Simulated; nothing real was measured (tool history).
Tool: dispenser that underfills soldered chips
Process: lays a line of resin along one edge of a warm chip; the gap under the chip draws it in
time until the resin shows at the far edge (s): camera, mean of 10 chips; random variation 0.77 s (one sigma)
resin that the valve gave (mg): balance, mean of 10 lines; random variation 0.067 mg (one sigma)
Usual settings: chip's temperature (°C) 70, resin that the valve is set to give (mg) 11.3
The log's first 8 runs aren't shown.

run   hour  chip's temperature (°C)  resin that the valve is set to give (mg)  time until the resin shows at the far edge (s)  resin that the valve gave (mg)
  9   41.1                       70                                      11.3                                            95.0                           11.10
 10   48.7                       70                                      11.3                                           130.7                           11.02
      51.8  -- new syringe of resin
 11   55.5                       70                                      11.3                                            82.7                           10.85
 12   60.4                       70                                      11.3                                            99.4                           10.92
 13   67.3                       70                                      13.7                                           126.0                           13.12
      69.5  -- new syringe of resin
 14   75.4                       70                                      11.3                                            88.9                           10.85
 15   79.6                       70                                      11.3                                           106.8                           10.71
 16   82.8                       70                                      11.3                                           120.1                           10.76
      87.7  -- new syringe of resin
 17   89.1                       70                                       9.7                                            77.1                            9.26
      95.1  -- dispensing valve cleaned and set on the balance
 18   96.5                       57                                      13.9                                           176.5                           13.86
 19  100.4                       70                                      13.4                                           112.7                           13.22
     106.8  -- new syringe of resin
 20  108.0                       73                                      13.5                                            64.9                           13.32
 21  113.0                       61                                      10.7                                           139.8                           10.62
 22  120.2                       61                                      10.7                                           186.8                           10.60
 23  123.8                       82                                      13.3                                            79.7                           13.12
     124.8  -- new syringe of resin
 24  129.8                       81                                      14.4                                            51.6                           14.28
 25  136.2                       62                                      10.9                                           165.1                           10.71
 26  140.7                       75                                      12.1                                           106.6                           11.91
     143.0  -- new syringe of resin
 27  145.1                       75                                      11.5                                            61.4                           11.33
 28  149.9                       64                                       9.7                                           128.2                            9.56
 29  157.3                       64                                       9.6                                           170.9                            9.35
     160.9  -- new syringe of resin
 30  162.3                       64                                       9.6                                           102.4                            9.24
 31  170.3                       75                                      12.7                                            80.0                           12.27
 32  173.6                       75                                      13.2                                            92.2                           12.75
     178.9  -- new syringe of resin
 33  181.6                       75                                      13.2                                            62.1                           12.68

Forecast each of these 4 alternatives for the next run:
  A  189.3                       75                                      13.3                                               ?                               ?
  B  189.3                       57                                      11.8                                               ?                               ?
  C  189.3                       75                                      10.2                                               ?                               ?
  D  189.3                       70                                      12.2                                               ?                               ?

run  time until the resin shows at the far edge (s)  resin that the valve gave (mg)
  A                                            85.3                           12.68
  B                                           200.8                           11.42
  C                                            88.4                            9.90
  D                                           108.4                           11.72
Without the tool's hidden state the same runs would have given:
run  time until the resin shows at the far edge (s)  resin that the valve gave (mg)
  A                                            55.7                           13.16
  B                                           131.2                           11.86
  C                                            57.4                           10.28
  D                                            70.7                           12.16
